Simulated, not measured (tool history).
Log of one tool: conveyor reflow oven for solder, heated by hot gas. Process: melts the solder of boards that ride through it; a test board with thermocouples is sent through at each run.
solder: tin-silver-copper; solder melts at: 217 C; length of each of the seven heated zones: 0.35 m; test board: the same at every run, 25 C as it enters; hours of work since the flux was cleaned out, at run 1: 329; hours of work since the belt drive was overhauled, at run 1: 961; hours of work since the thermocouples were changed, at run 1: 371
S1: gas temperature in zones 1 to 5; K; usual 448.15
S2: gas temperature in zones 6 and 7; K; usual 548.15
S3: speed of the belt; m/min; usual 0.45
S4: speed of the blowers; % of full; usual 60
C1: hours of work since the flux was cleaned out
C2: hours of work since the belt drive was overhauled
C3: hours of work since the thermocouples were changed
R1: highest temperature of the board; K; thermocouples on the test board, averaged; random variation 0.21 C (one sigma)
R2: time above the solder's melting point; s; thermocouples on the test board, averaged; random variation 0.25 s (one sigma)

run	day	S1	S2	S3	S4	C1	C2	C3	R1	R2
1	0	448.15	548.15	0.45	60	329	961	371	536.55	81.1
2	1.688	448.15	548.15	0.45	60	357	989	399	536.45	80.9
3	3.354	448.15	548.15	0.45	60	384	1016	426	536.65	81.2
4	4.717	448.15	548.15	0.45	60	406	1038	448	536.85	81.1
# day 5.792: flux residue cleaned out of gas plates and filters
5	6.446	448.15	548.15	0.376	60	11	1063	473	541.85	101.7
6	7.492	448.15	548.15	0.45	64	28	1080	490	538.25	82.5
7	8.292	448.15	548.15	0.45	64	41	1093	503	537.95	82.3
8	9.142	448.15	548.15	0.45	89	55	1107	517	541.05	84.6
# day 9.467: belt drive overhauled, speed set with a stopwatch
9	10.762	448.15	548.15	0.45	85	78	21	541	540.85	85.8
10	11.55	448.15	548.15	0.45	85	91	34	554	541.15	85.7
11	12.771	448.15	562.15	0.45	68	111	54	574	552.25	91.2
# day 13.488: belt drive overhauled, speed set with a stopwatch, once more
12	14.275	448.15	547.15	0.45	60	133	13	596	536.15	79.5
13	15.058	451.15	550.15	0.452	58	146	26	608	539.05	82
14	16.5	448.15	537.15	0.45	60	169	49	632	527.05	72.7
15	18.183	448.15	537.15	0.45	60	197	77	659	527.05	73.2

Measured less the same run without the tool's hidden state. The same run-to-run variation is in both; the gauge's scatter may not be:
The hidden state here: heat that the gas passes to the board, % of a clean oven's; belt's true speed, % of the reading; true gas temperature in zones 6 and 7 over the reading, C; drift of the gauge itself on peak_c, C; drift of the gauge itself on liquid_s, %.
run	R1	R2
1	+1.4	+2.5
2	+1.4	+2.5
3	+1.5	+2.5
4	+1.5	+2.6
5	+2.3	+3.6
6	+2.3	+3.3
7	+2.4	+3.3
8	+2.3	+3.1
9	+2.7	+4.5
10	+2.6	+4.5
11	+2.9	+4.6
12	+1.8	+1.4
13	+1.8	+1.4
14	+1.9	+1.7
15	+1.9	+1.6
